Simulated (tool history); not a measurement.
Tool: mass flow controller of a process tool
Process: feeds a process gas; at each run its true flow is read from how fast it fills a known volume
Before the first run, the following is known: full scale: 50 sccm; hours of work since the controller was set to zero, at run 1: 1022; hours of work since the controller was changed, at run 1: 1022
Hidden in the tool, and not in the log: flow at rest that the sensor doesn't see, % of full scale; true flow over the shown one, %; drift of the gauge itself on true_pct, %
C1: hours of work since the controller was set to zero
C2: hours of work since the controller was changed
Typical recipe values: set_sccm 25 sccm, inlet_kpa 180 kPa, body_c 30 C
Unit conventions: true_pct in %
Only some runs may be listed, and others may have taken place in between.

run 1 hour=0 | set_sccm=25 inlet_kpa=180 body_c=30 | C1=1022 C2=1022 | true_pct=99.33
run 2 hour=46 | set_sccm=25 inlet_kpa=180 body_c=37 | C1=1038 C2=1038 | true_pct=98.96
run 3 hour=104.4 | set_sccm=25 inlet_kpa=180 body_c=37 | C1=1057 C2=1057 | true_pct=98.83
run 4 hour=179 | set_sccm=25 inlet_kpa=147 body_c=30 | C1=1082 C2=1082 | true_pct=99.33
run 5 hour=222.5 | set_sccm=25 inlet_kpa=180 body_c=30 | C1=1097 C2=1097 | true_pct=99.07
run 6 hour=295.1 | set_sccm=25 inlet_kpa=180 body_c=30 | C1=1122 C2=1122 | true_pct=99.02
run 7 hour=352.2 | set_sccm=25 inlet_kpa=180 body_c=30 | C1=1141 C2=1141 | true_pct=99.06
run 8 hour=437.8 | set_sccm=7 inlet_kpa=203 body_c=38 | C1=1170 C2=1170 | true_pct=98.12
run 9 hour=521.8 | set_sccm=7 inlet_kpa=213 body_c=30 | C1=1198 C2=1198 | true_pct=98.19
run 10 hour=573 | set_sccm=7 inlet_kpa=213 body_c=30 | C1=1215 C2=1215 | true_pct=98.16
run 11 hour=649.5 | set_sccm=7 inlet_kpa=213 body_c=30 | C1=1241 C2=1241 | true_pct=98.03
run 12 hour=694.6 | set_sccm=39 inlet_kpa=260 body_c=24 | C1=1256 C2=1256 | true_pct=98.79

Pick out some run-to-run changes in true_pct. Of each, how much would a tool without hidden state show as well, from the settings, what came in and chance, and how much is left for the hidden state and any gauge scatter not in both results compared?
Run 3 -> 4: inlet_kpa 180 -> 147, body_c 37 -> 30. true_pct +0.5 %: hidden state -0.06, all else +0.56.
Run 7 -> 8: set_sccm 25 -> 7, inlet_kpa 180 -> 203, body_c 30 -> 38. true_pct -0.94 %: hidden state -0.06, all else -0.88.
